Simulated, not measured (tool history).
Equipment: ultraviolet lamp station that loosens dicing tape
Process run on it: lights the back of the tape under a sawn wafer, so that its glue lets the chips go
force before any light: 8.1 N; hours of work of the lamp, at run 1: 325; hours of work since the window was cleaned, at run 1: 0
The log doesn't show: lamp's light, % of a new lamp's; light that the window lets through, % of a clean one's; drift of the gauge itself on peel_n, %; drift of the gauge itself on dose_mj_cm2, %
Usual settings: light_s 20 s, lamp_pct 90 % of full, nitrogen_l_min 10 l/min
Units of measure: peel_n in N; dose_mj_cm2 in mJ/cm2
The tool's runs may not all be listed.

run   hour  light_s  lamp_pct  nitrogen_l_min  hours of work of the lamp  hours of work since the window was cleaned  peel_n  dose_mj_cm2
  1    0.0       20        90              10                        325                                           0   0.690          305
  2    7.6       20        90              10                        330                                           5   0.680          305
  3   19.8       12        90              10                        338                                          13   1.746          179
  4   27.4       12        90              10                        343                                          18   1.765          182
  5   37.0       12        90              10                        349                                          24   1.746          176
  6   51.8       12        90              10                        359                                          34   1.835          180
  7   58.6       20        68              10                        364                                          39   1.249          222
  8   68.6       20        90              10                        370                                          45   0.726          288
  9   75.2       20        90               4                        374                                          50   1.183          292
 10   85.4       20        90              10                        381                                          56   0.745          287
 11   93.2       20        90              10                        386                                          62   0.772          284
 12  100.1       20        90              10                        391                                          66   0.784          286
 13  106.3       20        90              10                        395                                          70   0.787          285
 14  118.8       20        90              10                        403                                          79   0.821          282
 15  132.7       20        64              10                        413                                          88   1.523          198
 16  140.9       20        64              10                        418                                          93   1.499          196
 17  148.0       20        90               6                        423                                          98   1.071          273
 18  159.8       20        70              10                        430                                         106   1.348          214
 19  168.3       20        70              10                        436                                         111   1.330          211
 20  174.9       20        90              10                        440                                         116   0.860          269
 21  182.2       20        90              10                        445                                         120   0.897          270
 22  193.0       20        67              10                        452                                         128   1.555          197
 23  199.7       20        67              10                        457                                         132   1.526          195
 24  212.9       20        67               5                        466                                         141   1.986          196
 25  227.5       36        90               8                        475                                         150   0.313          459
 26  240.9       32        63               4                        484                                         159   1.290          283
 27  250.0       28        90               5                        490                                         165   0.705          353
 28  258.4       18        82              12                        496                                         171   1.255          208
 29  269.2       16        80              12                        503                                         178   1.718          175
 30  276.2       20        87              10                        507                                         183   1.084          238
 31  288.0       13        96               4                        515                                         190   2.582          170
 32  296.3       13        63               4                        521                                         196   3.581          109
 33  306.3       13        63               4                        527                                         203   3.989          111
 34  313.2       13        63               4                        532                                         207   3.818          107
 35  319.9       28        63               3                        536                                         212   1.908          232
 36  331.9       28        63               3                        544                                         219   1.983          227
 37  339.1       36        67               6                        549                                         224   0.824          313
 38  353.8       11        69              10                        559                                         234   3.452          100
 39  362.8       20        90               5                        565                                         240   1.608          233
 40  372.6       21        75               6                        571                                         246   1.820          200
 41  379.4       21        87              20                        576                                         251   0.916          229
 42  392.3       20        64              10                        584                                         259   2.022          158
 43  405.1       40        79              10                        593                                         268   0.394          391
 44  412.4       35        64               4                        597                                         273   1.269          272

Table of differences, measured result less the result of that run with no hidden state. Run-to-run variation is the same in both. Gauge scatter possibly is not:
run  peel_n  dose_mj_cm2
  1  +0.220          -59
  2  +0.221          -61
  3  +0.458          -38
  4  +0.474          -39
  5  +0.483          -40
  6  +0.528          -43
  7  +0.425          -55
  8  +0.287          -75
  9  +0.427          -76
 10  +0.303          -79
 11  +0.320          -79
 12  +0.331          -81
 13  +0.334          -82
 14  +0.354          -86
 15  +0.590          -63
 16  +0.590          -65
 17  +0.478          -92
 18  +0.574          -74
 19  +0.580          -75
 20  +0.415          -98
 21  +0.442         -100
 22  +0.692          -76
 23  +0.685          -76
 24  +0.817          -78
 25  +0.135         -194
 26  +0.666         -123
 27  +0.392         -158
 28  +0.652          -94
 29  +0.847          -82
 30  +0.603         -113
 31  +1.081          -84
 32  +1.115          -55
 33  +1.262          -57
 34  +1.216          -57
 35  +0.977         -125
 36  +1.025         -127
 37  +0.510         -175
 38  +1.309          -55
 39  +0.935         -136
 40  +1.028         -119
 41  +0.581         -140
 42  +1.117         -100
 43  +0.224         -254
 44  +0.810         -180

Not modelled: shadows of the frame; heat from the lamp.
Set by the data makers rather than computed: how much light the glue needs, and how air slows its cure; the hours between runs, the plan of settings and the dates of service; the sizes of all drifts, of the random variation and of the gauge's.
